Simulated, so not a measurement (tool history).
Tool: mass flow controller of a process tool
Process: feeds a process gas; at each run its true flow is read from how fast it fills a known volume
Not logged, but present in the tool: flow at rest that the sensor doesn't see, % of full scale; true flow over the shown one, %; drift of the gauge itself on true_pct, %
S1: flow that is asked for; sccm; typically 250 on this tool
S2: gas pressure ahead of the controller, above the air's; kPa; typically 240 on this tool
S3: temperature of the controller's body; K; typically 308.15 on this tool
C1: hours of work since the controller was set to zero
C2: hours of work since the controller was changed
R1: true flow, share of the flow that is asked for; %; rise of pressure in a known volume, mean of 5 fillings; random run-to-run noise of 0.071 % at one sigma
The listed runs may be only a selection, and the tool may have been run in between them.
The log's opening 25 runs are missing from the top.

run     hour   S1   S2      S3    C1     C2     R1
 26   6580.1  250  203  305.15  8526   8526  96.21
 27   6832.5  250  203  295.15  8680   8680  96.60
      7142.9  -- controller's zero set anew
 28   7165.7  237  240  300.15    14   8884  97.70
 29   7343.8  295  180  297.15   123   8992  97.66
 30   7655.8  295  180  297.15   314   9183  97.62
 31   7949.9  295  180  297.15   493   9363  97.42
 32   8113.0  101  172  309.15   593   9462  96.60
 33   8379.1  265  150  309.15   756   9625  96.70
 34   8537.0  473  150  298.15   852   9722  97.60
 35   8706.5   58  164  295.15   956   9825  96.60
 36   8947.1  179  196  312.15  1103   9972  96.46
 37   9152.6  250  254  298.15  1228  10098  97.33
 38   9459.7  404  274  308.15  1416  10286  97.16
 39   9697.5  160  242  296.15  1561  10431  97.08
 40  10053.3   93  157  295.15  1779  10648  96.49
 41  10313.5  111  157  295.15  1938  10807  96.44
 42  10569.7  123  234  300.15  2094  10964  96.41
 43  10794.4  439  145  305.15  2232  11101  96.75
 44  11164.7  439  213  297.15  2458  11328  97.12
 45  11334.8  439  213  297.15  2562  11432  97.09
 46  11657.0  250  240  301.15  2759  11629  96.73
 47  11826.8  108  223  298.15  2863  11732  95.99

What if the next run were any one of these 4? Each begins from the tool's condition after run 47:
  A  12072.1  186  223  298.15  3013  11882   ?
  B  12072.1  196  158  307.15  3013  11882   ?
  C  12072.1   55  155  297.15  3013  11882   ?
  D  12072.1  224  177  294.15  3013  11882   ?

run     R1
  A  96.36
  B  95.79
  C  94.75
  D  96.56
Had the tool no hidden state, the same runs would have come out as:
run     R1
  A  99.78
  B  99.17
  C  99.62
  D  99.88

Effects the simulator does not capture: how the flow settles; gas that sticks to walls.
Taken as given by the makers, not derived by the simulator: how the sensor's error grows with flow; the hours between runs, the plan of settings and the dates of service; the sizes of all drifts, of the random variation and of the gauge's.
